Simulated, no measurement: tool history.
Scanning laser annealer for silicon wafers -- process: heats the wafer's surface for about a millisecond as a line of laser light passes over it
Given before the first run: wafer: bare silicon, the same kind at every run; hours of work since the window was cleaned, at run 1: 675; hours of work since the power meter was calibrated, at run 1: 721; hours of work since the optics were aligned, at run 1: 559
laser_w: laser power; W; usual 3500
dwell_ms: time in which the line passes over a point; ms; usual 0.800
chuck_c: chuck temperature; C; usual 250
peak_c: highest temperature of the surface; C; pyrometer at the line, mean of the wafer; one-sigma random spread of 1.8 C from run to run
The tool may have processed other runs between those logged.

| run | hour | laser_w | dwell_ms | chuck_c | hours of work since the window was cleaned | hours of work since the power meter was calibrated | hours of work since the optics were aligned | peak_c |
|---|---|---|---|---|---|---|---|---|
| 1 | 0.0 | 3500 | 0.800 | 250 | 675 | 721 | 559 | 1037 |
| 2 | 57.4 | 3500 | 0.800 | 250 | 707 | 752 | 590 | 1035 |
| 3 | 99.2 | 3500 | 0.800 | 250 | 729 | 775 | 613 | 1035 |
| 4 | 154.0 | 3500 | 0.800 | 250 | 759 | 805 | 643 | 1035 |
| 5 | 215.3 | 3500 | 0.800 | 250 | 793 | 838 | 677 | 1039 |
|  | 274.6 | window over the wafer cleaned |
| 6 | 275.8 | 3500 | 0.800 | 250 | 1 | 870 | 708 | 1038 |
| 7 | 318.3 | 3500 | 0.800 | 250 | 24 | 893 | 732 | 1038 |
| 8 | 362.9 | 3500 | 0.800 | 250 | 48 | 917 | 756 | 1038 |
| 9 | 394.9 | 3500 | 0.800 | 250 | 66 | 935 | 773 | 1036 |
| 10 | 425.9 | 3389 | 0.823 | 220 | 83 | 952 | 790 | 994 |
| 11 | 477.8 | 3500 | 0.800 | 225 | 111 | 980 | 819 | 1009 |
| 12 | 540.8 | 3500 | 0.888 | 234 | 145 | 1014 | 853 | 1057 |
| 13 | 597.5 | 3500 | 0.888 | 234 | 176 | 1045 | 884 | 1057 |
| 14 | 636.0 | 3759 | 0.935 | 212 | 197 | 1066 | 905 | 1107 |
| 15 | 672.6 | 3477 | 0.599 | 237 | 217 | 1086 | 925 | 924 |
| 16 | 717.4 | 3477 | 0.707 | 237 | 242 | 1111 | 949 | 979 |

Consider 5 possible next runs. They are alternatives, not a sequence: every one starts from the tool as it was left by run 16. What does each give?
| A | 747.4 | 3380 | 0.581 | 250 | 258 | 1127 | 966 | ? |
| B | 747.4 | 3500 | 0.769 | 270 | 258 | 1127 | 966 | ? |
| C | 747.4 | 3477 | 0.707 | 210 | 258 | 1127 | 966 | ? |
| D | 747.4 | 3720 | 0.758 | 237 | 258 | 1127 | 966 | ? |
| E | 747.4 | 3322 | 0.567 | 248 | 258 | 1127 | 966 | ? |

| run | peak_c |
|---|---|
| A | 914 |
| B | 1040 |
| C | 951 |
| D | 1050 |
| E | 894 |
Without the tool's unlogged condition, the same runs would have read:
| run | peak_c |
|---|---|
| A | 914 |
| B | 1040 |
| C | 952 |
| D | 1051 |
| E | 894 |
